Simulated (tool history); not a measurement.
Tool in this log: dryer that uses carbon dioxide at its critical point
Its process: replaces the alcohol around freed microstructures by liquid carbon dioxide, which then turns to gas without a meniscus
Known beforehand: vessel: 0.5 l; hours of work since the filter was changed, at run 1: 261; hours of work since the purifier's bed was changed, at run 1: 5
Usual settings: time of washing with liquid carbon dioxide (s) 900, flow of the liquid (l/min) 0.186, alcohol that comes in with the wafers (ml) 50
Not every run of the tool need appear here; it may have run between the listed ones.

| run | day | time of washing with liquid carbon dioxide (s) | flow of the liquid (l/min) | alcohol that comes in with the wafers (ml) | hours of work since the filter was changed | hours of work since the purifier's bed was changed | alcohol left in the vessel before it's heated (ppm by volume) |
|---|---|---|---|---|---|---|---|
| 1 | 0.000 | 900 | 0.186 | 50 | 261 | 5 | 1840 |
| 2 | 0.429 | 900 | 0.195 | 50 | 267 | 11 | 1538 |
| 3 | 0.783 | 900 | 0.195 | 50 | 272 | 16 | 1532 |
| 4 | 1.075 | 900 | 0.195 | 50 | 276 | 20 | 1622 |
| 5 | 1.383 | 900 | 0.195 | 50 | 281 | 24 | 1561 |
| 6 | 1.712 | 900 | 0.186 | 50 | 285 | 29 | 1938 |
| 7 | 2.133 | 900 | 0.186 | 50 | 291 | 35 | 1937 |
| 8 | 2.625 | 900 | 0.186 | 50 | 298 | 42 | 1907 |
| 9 | 2.988 | 900 | 0.186 | 50 | 304 | 47 | 1902 |
| 10 | 3.262 | 900 | 0.186 | 50 | 308 | 51 | 1924 |
| 11 | 3.692 | 900 | 0.186 | 50 | 314 | 57 | 1986 |
| 12 | 4.192 | 900 | 0.186 | 50 | 321 | 64 | 1994 |
| 13 | 4.579 | 900 | 0.186 | 50 | 326 | 70 | 2016 |
| 14 | 4.800 | 900 | 0.186 | 50 | 330 | 73 | 1945 |
| 15 | 5.296 | 900 | 0.186 | 50 | 337 | 80 | 2046 |
| 16 | 5.717 | 900 | 0.186 | 50 | 343 | 86 | 2030 |
| 17 | 6.008 | 900 | 0.186 | 108 | 347 | 90 | 4305 |
| 18 | 6.438 | 1200 | 0.186 | 50 | 353 | 96 | 578 |
| 19 | 6.721 | 1200 | 0.186 | 23 | 357 | 101 | 287 |
| 20 | 7.208 | 900 | 0.186 | 23 | 364 | 108 | 1001 |
| 21 | 7.517 | 900 | 0.208 | 50 | 368 | 112 | 1314 |
| 22 | 8.000 | 900 | 0.208 | 50 | 375 | 119 | 1309 |
| 23 | 8.250 | 900 | 0.186 | 50 | 379 | 122 | 2054 |
| 24 | 8.483 | 900 | 0.271 | 50 | 382 | 126 | 380 |
| 25 | 8.746 | 600 | 0.211 | 50 | 386 | 129 | 5315 |
| 26 | 9.096 | 600 | 0.211 | 50 | 391 | 134 | 5269 |
| 27 | 9.529 | 600 | 0.211 | 51 | 397 | 141 | 5300 |
| 28 | 9.983 | 900 | 0.231 | 107 | 404 | 147 | 1823 |
| 29 | 10.238 | 900 | 0.215 | 50 | 407 | 151 | 1170 |
| 30 | 10.650 | 1020 | 0.232 | 112 | 413 | 157 | 1015 |
| 31 | 11.067 | 900 | 0.177 | 50 | 419 | 163 | 2713 |
| 32 | 11.546 | 900 | 0.186 | 54 | 426 | 170 | 2400 |

Forecast run 33:
| 33 | 11.933 | 1320 | 0.294 | 29 | 431 | 175 | ? |

Run 33 came out at alcohol left in the vessel before it's heated (ppm by volume) 54.
Without the tool's hidden state the same run would have given alcohol left in the vessel before it's heated (ppm by volume) 7.
